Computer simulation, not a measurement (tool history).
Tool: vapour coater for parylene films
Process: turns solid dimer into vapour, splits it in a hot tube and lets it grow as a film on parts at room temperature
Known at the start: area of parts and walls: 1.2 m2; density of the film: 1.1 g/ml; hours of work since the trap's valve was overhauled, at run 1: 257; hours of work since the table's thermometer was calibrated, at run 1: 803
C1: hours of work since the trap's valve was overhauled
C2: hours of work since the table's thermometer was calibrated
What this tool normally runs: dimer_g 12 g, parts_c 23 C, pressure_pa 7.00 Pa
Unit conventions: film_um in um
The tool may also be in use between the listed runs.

Run 1, hour 0.0: usual settings; C1 257; C2 803. Result: film_um 4.77 um.
Run 2, hour 42.3: usual settings; C1 279; C2 825. Result: film_um 4.74 um.
Run 3, hour 71.6: usual settings but dimer_g 6 g; C1 294; C2 840. Result: film_um 2.41 um.
Run 4, hour 96.1: usual settings but dimer_g 11 g; C1 306; C2 852. Result: film_um 4.35 um.
Run 5, hour 135.2: usual settings; C1 326; C2 872. Result: film_um 4.79 um.
Run 6, hour 167.3: usual settings; C1 343; C2 889. Result: film_um 4.69 um.
At hour 212.7: trap's valve overhauled.
Run 7, hour 212.7: usual settings; C1 0; C2 910. Result: film_um 4.54 um.
Run 8, hour 250.2: usual settings; C1 19; C2 929. Result: film_um 4.53 um.
At hour 268.3: table's thermometer calibrated.
Run 9, hour 274.2: usual settings; C1 31; C2 3. Result: film_um 4.32 um.
Run 10, hour 315.0: usual settings; C1 52; C2 24. Result: film_um 4.30 um.
Run 11, hour 359.8: usual settings but pressure_pa 8.39 Pa; C1 75; C2 47. Result: film_um 4.24 um.
Run 12, hour 393.5: usual settings but pressure_pa 8.39 Pa; C1 92; C2 64. Result: film_um 4.25 um.
Run 13, hour 413.8: usual settings; C1 103; C2 75. Result: film_um 4.23 um.
At hour 458.8: trap's valve overhauled, once more.
Run 14, hour 460.8: usual settings; C1 1; C2 97. Result: film_um 4.87 um.
Run 15, hour 479.4: usual settings; C1 11; C2 106. Result: film_um 4.80 um.
Run 16, hour 521.1: usual settings; C1 32; C2 128. Result: film_um 4.85 um.
Run 17, hour 544.5: usual settings; C1 44; C2 140. Result: film_um 4.78 um.
Run 18, hour 582.7: usual settings; C1 64; C2 159. Result: film_um 4.80 um.
Run 19, hour 608.9: usual settings but pressure_pa 3.88 Pa; C1 77; C2 173. Result: film_um 4.97 um.
Run 20, hour 644.5: usual settings but dimer_g 13 g; C1 95; C2 191. Result: film_um 5.18 um.
Run 21, hour 687.2: usual settings but dimer_g 13 g, pressure_pa 9.06 Pa; C1 117; C2 213. Result: film_um 5.08 um.
Run 22, hour 728.7: usual settings but dimer_g 13 g, pressure_pa 9.06 Pa; C1 139; C2 234. Result: film_um 5.03 um.
Run 23, hour 768.2: usual settings but dimer_g 13 g, pressure_pa 9.06 Pa; C1 159; C2 255. Result: film_um 5.05 um.
Run 24, hour 808.1: usual settings but dimer_g 9 g, pressure_pa 9.06 Pa; C1 179; C2 275. Result: film_um 3.46 um.
Run 25, hour 848.2: usual settings but dimer_g 9 g, pressure_pa 9.06 Pa; C1 200; C2 296. Result: film_um 3.46 um.
Run 26, hour 867.3: usual settings but dimer_g 9 g, pressure_pa 9.06 Pa; C1 210; C2 306. Result: film_um 3.52 um.
Run 27, hour 907.1: usual settings but dimer_g 8 g, parts_c 15 C, pressure_pa 2.45 Pa; C1 230; C2 326. Result: film_um 4.29 um.
Run 28, hour 938.6: usual settings but dimer_g 9 g, parts_c 22 C, pressure_pa 8.34 Pa; C1 246; C2 342. Result: film_um 3.58 um.
Run 29, hour 974.1: usual settings but dimer_g 9 g, parts_c 22 C, pressure_pa 8.34 Pa; C1 265; C2 360. Result: film_um 3.56 um.
Run 30, hour 1006.8: usual settings but dimer_g 8 g, parts_c 22 C, pressure_pa 3.49 Pa; C1 281; C2 377. Result: film_um 3.31 um.
Run 31, hour 1026.6: usual settings but dimer_g 21 g, parts_c 18 C, pressure_pa 2.13 Pa; C1 292; C2 387. Result: film_um 10.27 um.
Run 32, hour 1049.3: usual settings but dimer_g 13 g, parts_c 18 C, pressure_pa 9.63 Pa; C1 303; C2 399. Result: film_um 5.79 um.
Run 33, hour 1086.9: usual settings but parts_c 27 C; C1 323; C2 418. Result: film_um 4.07 um.
Run 34, hour 1114.8: usual settings but parts_c 27 C; C1 337; C2 433. Result: film_um 4.06 um.
Run 35, hour 1148.9: usual settings but dimer_g 11 g, parts_c 31 C, pressure_pa 2.50 Pa; C1 354; C2 450. Result: film_um 3.42 um.
At hour 1170.8: trap's valve overhauled.
Run 36, hour 1183.5: usual settings but parts_c 30 C; C1 6; C2 466. Result: film_um 3.92 um.
Run 37, hour 1215.3: usual settings but parts_c 30 C; C1 23; C2 482. Result: film_um 3.95 um.
Run 38, hour 1237.7: usual settings but dimer_g 6 g, pressure_pa 5.79 Pa; C1 34; C2 494. Result: film_um 2.47 um.
Run 39, hour 1274.2: usual settings but dimer_g 11 g, pressure_pa 6.40 Pa; C1 53; C2 512. Result: film_um 4.57 um.
Run 40, hour 1305.2: usual settings but dimer_g 11 g, parts_c 15 C, pressure_pa 4.75 Pa; C1 69; C2 528. Result: film_um 5.98 um.
Run 41, hour 1341.1: usual settings but dimer_g 9 g, parts_c 25 C, pressure_pa 8.75 Pa; C1 87; C2 547. Result: film_um 3.40 um.
Run 42, hour 1368.2: usual settings but dimer_g 20 g, parts_c 24 C, pressure_pa 8.75 Pa; C1 101; C2 561. Result: film_um 7.75 um.
Run 43, hour 1394.2: usual settings but dimer_g 5 g, pressure_pa 6.87 Pa; C1 115; C2 574. Result: film_um 2.03 um.

Measured minus without-hidden-state, run by run (identical run-to-run variation in each term; gauge scatter may differ):
What the log doesn't record here: vapour lost through the trap's worn valve, %; true temperature of the parts over the reading, C; drift of the gauge itself on film_um, %.
run  film_um
  1    -0.06
  2    -0.07
  3    -0.05
  4    -0.09
  5    -0.11
  6    -0.12
  7    -0.30
  8    -0.31
  9    -0.53
 10    -0.55
 11    -0.56
 12    -0.57
 13    -0.58
 14    +0.01
 15    +0.00
 16    -0.01
 17    -0.02
 18    -0.03
 19    -0.05
 20    -0.06
 21    -0.08
 22    -0.10
 23    -0.11
 24    -0.09
 25    -0.09
 26    -0.10
 27    -0.13
 28    -0.12
 29    -0.14
 30    -0.13
 31    -0.42
 32    -0.25
 33    -0.19
 34    -0.21
 35    -0.18
 36    +0.08
 37    +0.08
 38    +0.05
 39    +0.07
 40    +0.08
 41    +0.04
 42    +0.06
 43    +0.02

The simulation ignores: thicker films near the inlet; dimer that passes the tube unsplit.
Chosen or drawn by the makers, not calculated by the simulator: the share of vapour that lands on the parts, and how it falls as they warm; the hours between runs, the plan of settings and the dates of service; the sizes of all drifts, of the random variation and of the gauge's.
